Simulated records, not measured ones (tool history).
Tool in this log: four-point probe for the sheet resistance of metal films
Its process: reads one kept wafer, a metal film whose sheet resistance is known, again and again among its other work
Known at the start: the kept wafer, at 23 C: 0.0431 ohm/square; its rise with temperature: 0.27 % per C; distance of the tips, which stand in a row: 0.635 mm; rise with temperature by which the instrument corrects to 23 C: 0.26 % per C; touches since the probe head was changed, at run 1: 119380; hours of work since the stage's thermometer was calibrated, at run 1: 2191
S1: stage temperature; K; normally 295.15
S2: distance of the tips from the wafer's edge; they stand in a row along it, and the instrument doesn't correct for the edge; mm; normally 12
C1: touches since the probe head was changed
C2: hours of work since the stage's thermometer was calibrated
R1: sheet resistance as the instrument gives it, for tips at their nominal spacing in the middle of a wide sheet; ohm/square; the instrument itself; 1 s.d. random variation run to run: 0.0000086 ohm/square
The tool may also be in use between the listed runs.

run,hour,S1,S2,C1,C2,R1
1,0.0,295.15,12,119380,2191,0.043115
2,61.1,295.15,12,121233,2217,0.043110
3,128.6,295.15,7,123282,2245,0.043237
4,255.3,295.15,7,127127,2299,0.043232
# hour 291.4: stage's thermometer calibrated
5,345.6,295.15,12,129852,23,0.043034
6,402.0,295.15,12,131564,47,0.043030
7,485.1,292.15,9,134087,82,0.043061
8,557.8,292.15,9,136292,113,0.043057
9,617.6,302.15,54,138106,138,0.043022
10,710.6,300.15,45,140929,178,0.043001
11,768.1,291.15,37,142673,202,0.042931

Consider 4 possible next runs. They are alternatives, not a sequence: every one starts from the tool as it was left by run 11. What does each give?
A,856.7,296.15,12,145362,240,?
B,856.7,302.15,38,145362,240,?
C,856.7,291.15,35,145362,240,?
D,856.7,308.15,16,145362,240,?

run,R1
A,0.043028
B,0.043002
C,0.042940
D,0.043069
Had the tool no hidden state, the same runs would have come out as:
run,R1
A,0.043170
B,0.043144
C,0.043082
D,0.043212
